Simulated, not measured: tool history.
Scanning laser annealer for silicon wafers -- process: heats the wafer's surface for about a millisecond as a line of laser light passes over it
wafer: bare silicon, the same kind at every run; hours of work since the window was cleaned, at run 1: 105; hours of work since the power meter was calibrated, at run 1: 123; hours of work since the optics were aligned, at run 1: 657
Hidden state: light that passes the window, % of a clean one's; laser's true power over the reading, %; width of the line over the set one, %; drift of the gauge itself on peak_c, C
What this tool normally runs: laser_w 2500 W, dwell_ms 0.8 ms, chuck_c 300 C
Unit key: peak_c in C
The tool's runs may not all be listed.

run	day	laser_w	dwell_ms	chuck_c	hours of work since the window was cleaned	hours of work since the power meter was calibrated	hours of work since the optics were aligned	peak_c
1	0	2500	0.8	300	105	123	657	1050
2	0.638	2500	0.8	300	115	133	667	1051
3	1.488	2500	0.947	300	129	147	681	1111
4	2.1	2500	0.947	300	138	157	690	1107
5	2.808	2500	0.8	300	150	168	702	1053
6	3.621	2500	0.8	300	163	181	715	1050
7	4.562	2500	0.8	300	178	196	730	1046
8	5.271	2500	0.8	300	189	207	741	1049
9	6.238	2500	0.8	300	205	223	757	1046
10	6.967	2500	0.8	300	216	235	768	1044
11	7.65	2500	0.808	300	227	246	779	1049
12	8.242	2500	0.808	288	237	255	789	1034
13	8.779	2212	0.8	300	245	264	797	941
14	9.667	2206	0.8	300	260	278	812	934
15	10.433	2206	0.8	300	272	290	824	934
16	10.954	2592	0.573	287	280	298	832	955
17	11.783	2338	0.681	287	293	312	846	916
18	12.246	2197	0.8	303	301	319	853	932
19	12.933	2197	0.8	303	312	330	864	932
20	13.554	2671	0.577	297	322	340	874	996
21	14.45	2325	0.644	297	336	355	888	910
22	15.338	2347	0.885	333	350	369	903	1044
23	16.229	2749	0.732	333	365	383	917	1130

For run 24, what comes out?
24	16.733	2732	0.71	302	373	391	925	?

Logged for run 24: peak_c 1084 C.
With no hidden state in the tool, this same run would have given peak_c 1115 C.

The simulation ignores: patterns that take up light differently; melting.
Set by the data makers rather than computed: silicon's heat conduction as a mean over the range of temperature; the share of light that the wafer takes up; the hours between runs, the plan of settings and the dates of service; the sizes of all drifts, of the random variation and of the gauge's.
